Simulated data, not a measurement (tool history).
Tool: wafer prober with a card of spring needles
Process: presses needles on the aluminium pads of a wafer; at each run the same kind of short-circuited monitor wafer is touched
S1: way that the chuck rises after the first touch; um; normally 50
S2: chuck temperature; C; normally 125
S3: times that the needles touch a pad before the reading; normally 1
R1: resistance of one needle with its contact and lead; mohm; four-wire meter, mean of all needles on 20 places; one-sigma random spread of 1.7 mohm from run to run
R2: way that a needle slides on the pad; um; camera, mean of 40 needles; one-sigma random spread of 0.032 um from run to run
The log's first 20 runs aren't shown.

run	day	S1	S2	S3	R1	R2
# day 17.112: height of the first contact set anew
# day 17.179: tips cleaned on abrasive film
21	17.612	50	125	2	209	12.18
22	18.617	50	125	2	235	12.10
# day 18.708: tips cleaned on abrasive film
23	19.462	56	125	2	209	13.78
# day 20.212: tips cleaned on abrasive film
# day 20.429: height of the first contact set anew, once more
24	20.608	48	125	2	206	12.82
# day 21.717: tips cleaned on abrasive film
25	21.912	48	125	2	192	12.79
26	22.638	48	125	2	222	12.82
# day 23.208: tips cleaned on abrasive film
27	23.883	48	125	2	217	12.80
28	24.475	48	125	2	227	12.74
# day 24.679: tips cleaned on abrasive film
29	25.625	68	105	1	206	18.09
# day 26.167: tips cleaned on abrasive film
30	26.412	42	71	1	213	11.09
31	27.250	32	38	1	358	8.42
# day 27.671: tips cleaned on abrasive film
32	28.371	50	46	1	232	13.16
# day 29.121: tips cleaned on abrasive film
33	29.192	50	46	1	179	13.21

Here are 5 independent what-if runs from the current tool condition. What would each one return?
A	29.996	50	89	1	?	?
B	29.996	48	125	2	?	?
C	29.996	58	125	1	?	?
D	29.996	35	30	2	?	?
E	29.996	50	125	2	?	?

run	R1	R2
A	241	13.20
B	223	12.61
C	230	15.35
D	261	9.21
E	216	13.18
The same runs, with their run-to-run variation unchanged, on a tool lacking any hidden condition would have given:
run	R1	R2
A	167	13.36
B	177	12.76
C	175	15.50
D	165	9.36
E	173	13.34
